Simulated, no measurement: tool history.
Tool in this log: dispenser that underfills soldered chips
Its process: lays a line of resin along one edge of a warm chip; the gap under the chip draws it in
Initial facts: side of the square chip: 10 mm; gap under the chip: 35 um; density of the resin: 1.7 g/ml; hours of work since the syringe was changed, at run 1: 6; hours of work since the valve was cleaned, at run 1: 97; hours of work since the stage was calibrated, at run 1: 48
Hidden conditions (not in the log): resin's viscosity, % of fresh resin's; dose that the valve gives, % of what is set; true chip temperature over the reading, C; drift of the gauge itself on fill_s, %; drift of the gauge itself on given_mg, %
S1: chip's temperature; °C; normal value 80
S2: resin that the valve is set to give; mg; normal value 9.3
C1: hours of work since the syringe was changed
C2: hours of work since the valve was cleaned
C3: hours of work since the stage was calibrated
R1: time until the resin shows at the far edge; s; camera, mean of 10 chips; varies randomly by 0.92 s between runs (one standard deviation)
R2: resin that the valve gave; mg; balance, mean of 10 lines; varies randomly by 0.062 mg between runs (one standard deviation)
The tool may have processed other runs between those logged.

| run | hour | S1 | S2 | C1 | C2 | C3 | R1 | R2 |
|---|---|---|---|---|---|---|---|---|
| 1 | 0 | 80 | 9.3 | 6 | 97 | 48 | 137.7 | 8.65 |
|  | 3 | new syringe of resin |
| 2 | 6.9 | 80 | 9.3 | 2 | 101 | 52 | 105.4 | 8.51 |
| 3 | 13.7 | 80 | 9.3 | 7 | 105 | 56 | 143.2 | 8.59 |
|  | 15.6 | new syringe of resin |
| 4 | 19 | 80 | 9.3 | 2 | 108 | 59 | 106.3 | 8.58 |
| 5 | 25.6 | 80 | 9.3 | 6 | 112 | 63 | 135.6 | 8.59 |
|  | 28 | new syringe of resin |
| 6 | 29.1 | 80 | 9.3 | 1 | 114 | 65 | 94.4 | 8.56 |
| 7 | 34.9 | 80 | 9.46 | 4 | 117 | 69 | 123.3 | 8.65 |
|  | 40.6 | new syringe of resin |
| 8 | 40.6 | 80 | 9.46 | 0 | 121 | 72 | 89.4 | 8.63 |
| 9 | 44.5 | 80 | 9.3 | 2 | 123 | 74 | 107.9 | 8.41 |
| 10 | 49.3 | 80 | 9.3 | 5 | 126 | 77 | 132.8 | 8.38 |
|  | 53.3 | new syringe of resin |
| 11 | 53.9 | 80 | 9.3 | 0 | 128 | 80 | 94.6 | 8.44 |
| 12 | 58.2 | 80 | 9.3 | 3 | 131 | 82 | 110.3 | 8.43 |
|  | 65.5 | new syringe of resin |
| 13 | 65.8 | 80 | 9.3 | 0 | 136 | 87 | 92.3 | 8.47 |
|  | 72.1 | dispensing valve cleaned and set on the balance |
| 14 | 73.5 | 80 | 9.3 | 4 | 1 | 91 | 121.6 | 9.34 |
|  | 78.7 | new syringe of resin |
| 15 | 79.6 | 80 | 9.3 | 1 | 4 | 94 | 93.3 | 9.26 |
| 16 | 87 | 80 | 9.3 | 5 | 9 | 99 | 127.9 | 9.34 |
|  | 90.9 | new syringe of resin |
| 17 | 91.3 | 90 | 8.47 | 0 | 11 | 101 | 59.3 | 8.54 |
| 18 | 95.1 | 80 | 11.28 | 3 | 14 | 104 | 103.2 | 11.15 |
| 19 | 101.5 | 80 | 11.28 | 6 | 18 | 108 | 137.1 | 11.07 |
|  | 103.1 | new syringe of resin |
| 20 | 108.1 | 67 | 8.93 | 3 | 21 | 111 | 207.6 | 8.85 |
|  | 115.6 | new syringe of resin |
| 21 | 116 | 68 | 8.3 | 0 | 26 | 116 | 162.2 | 8.2 |
| 22 | 120.8 | 77 | 9.63 | 3 | 29 | 119 | 127.6 | 9.44 |
|  | 127.9 | new syringe of resin |
| 23 | 127.9 | 77 | 9.63 | 0 | 33 | 123 | 104.6 | 9.33 |
| 24 | 131.2 | 76 | 9.55 | 2 | 35 | 125 | 127.6 | 9.2 |
| 25 | 134.9 | 80 | 9.71 | 4 | 37 | 127 | 123.4 | 9.36 |
|  | 140.4 | new syringe of resin |
| 26 | 141.2 | 67 | 11.3 | 1 | 41 | 131 | 169.8 | 11 |
| 27 | 148.7 | 67 | 11.3 | 5 | 46 | 136 | 236.5 | 11.03 |
|  | 152.6 | new syringe of resin |
| 28 | 156.3 | 88 | 8.55 | 2 | 50 | 140 | 74.1 | 8.26 |
| 29 | 160 | 88 | 8.55 | 5 | 52 | 142 | 90.3 | 8.16 |
| 30 | 163.7 | 83 | 8.55 | 7 | 55 | 145 | 128.2 | 8.17 |
|  | 165.1 | new syringe of resin |
| 31 | 171.1 | 72 | 10.57 | 4 | 59 | 149 | 167.1 | 10.12 |
| 32 | 177 | 80 | 8.33 | 7 | 62 | 152 | 155.4 | 7.89 |

Subtracting, for every run, the result it would have given without the tool's unlogged condition from the measured result gives the following. The same run-to-run variation enters both numbers; the gauge's scatter may not:
| run | R1 | R2 |
|---|---|---|
| 1 | +48.6 | -0.66 |
| 2 | +18.7 | -0.68 |
| 3 | +55.2 | -0.72 |
| 4 | +18.1 | -0.74 |
| 5 | +51.1 | -0.76 |
| 6 | +7.8 | -0.77 |
| 7 | +35.2 | -0.81 |
| 8 | +2.5 | -0.84 |
| 9 | +19.4 | -0.84 |
| 10 | +44.2 | -0.86 |
| 11 | +6.4 | -0.88 |
| 12 | +24.8 | -0.9 |
| 13 | +4.5 | -0.94 |
| 14 | +33.3 | -0.01 |
| 15 | +5.7 | -0.04 |
| 16 | +40.7 | -0.07 |
| 17 | +2.5 | -0.07 |
| 18 | +19.3 | -0.12 |
| 19 | +52.6 | -0.15 |
| 20 | +45.2 | -0.15 |
| 21 | +8.2 | -0.16 |
| 22 | +29 | -0.21 |
| 23 | +5.6 | -0.23 |
| 24 | +22.6 | -0.25 |
| 25 | +37.1 | -0.27 |
| 26 | +14.1 | -0.35 |
| 27 | +79.7 | -0.38 |
| 28 | +12.8 | -0.32 |
| 29 | +26.5 | -0.33 |
| 30 | +51.2 | -0.35 |
| 31 | +43.1 | -0.46 |
| 32 | +66.5 | -0.39 |

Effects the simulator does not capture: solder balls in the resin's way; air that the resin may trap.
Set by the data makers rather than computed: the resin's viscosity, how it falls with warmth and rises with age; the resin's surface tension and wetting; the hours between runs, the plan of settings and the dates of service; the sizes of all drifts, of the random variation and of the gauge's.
